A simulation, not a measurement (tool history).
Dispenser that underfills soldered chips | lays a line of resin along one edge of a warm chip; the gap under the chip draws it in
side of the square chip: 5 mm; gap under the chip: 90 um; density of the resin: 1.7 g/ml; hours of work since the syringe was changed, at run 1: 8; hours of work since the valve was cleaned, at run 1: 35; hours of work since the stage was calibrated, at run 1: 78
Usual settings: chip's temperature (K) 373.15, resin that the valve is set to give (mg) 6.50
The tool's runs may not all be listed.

run	hour	chip's temperature (K)	resin that the valve is set to give (mg)	hours of work since the syringe was changed	hours of work since the valve was cleaned	hours of work since the stage was calibrated	time until the resin shows at the far edge (s)	resin that the valve gave (mg)
1	0.0	373.15	6.50	8	35	78	23.0	6.35
# hour 1.0: new syringe of resin
2	3.3	362.15	6.50	2	37	80	25.5	6.34
3	6.3	362.15	7.03	4	39	82	27.5	6.77
4	11.5	373.15	6.50	7	42	86	20.5	6.31
# hour 14.5: new syringe of resin
5	15.8	373.15	6.50	1	45	88	15.2	6.31
6	20.6	373.15	6.24	4	48	92	18.0	6.02
7	26.8	373.15	7.97	8	53	96	21.9	7.65
# hour 28.1: new syringe of resin
# hour 32.5: dispensing valve cleaned and set on the balance
8	33.9	373.15	8.14	3	1	100	17.3	8.07
9	37.2	373.15	8.14	6	3	102	19.4	8.10
10	41.4	373.15	8.14	8	6	105	22.2	8.12
# hour 42.8: new syringe of resin
11	45.9	373.15	8.14	2	9	108	15.6	8.15
12	48.7	373.15	8.14	4	11	110	17.6	8.02
13	54.3	373.15	6.50	8	15	114	21.5	6.38
# hour 56.0: new syringe of resin
14	60.7	373.15	6.50	3	19	118	17.8	6.36
15	65.9	373.15	6.50	7	22	121	20.8	6.40
# hour 69.4: new syringe of resin
16	72.3	381.15	6.61	2	26	125	11.2	6.51
17	77.1	383.15	7.49	5	30	129	11.8	7.37
18	81.7	374.15	6.50	8	33	132	20.4	6.39
# hour 82.9: new syringe of resin
19	86.9	367.15	7.13	3	36	135	21.3	6.95
20	92.9	382.15	7.36	7	40	139	13.9	7.17
# hour 96.6: new syringe of resin
21	99.9	375.15	7.67	2	45	144	15.0	7.43
22	103.8	361.15	7.89	5	47	146	32.6	7.64
# hour 110.0: new syringe of resin
23	110.5	361.15	7.89	0	52	151	25.1	7.60
24	115.7	361.15	7.89	4	55	154	31.0	7.59

The next listed run, before its measurement:
# hour 117.0: dispensing valve cleaned and set on the balance
25	121.5	387.15	8.28	7	3	158	?	?

time until the resin shows at the far edge (s): 11.2
resin that the valve gave (mg): 8.28
Without the tool's hidden state the same run would have given time until the resin shows at the far edge (s) 7.6, resin that the valve gave (mg) 8.27.
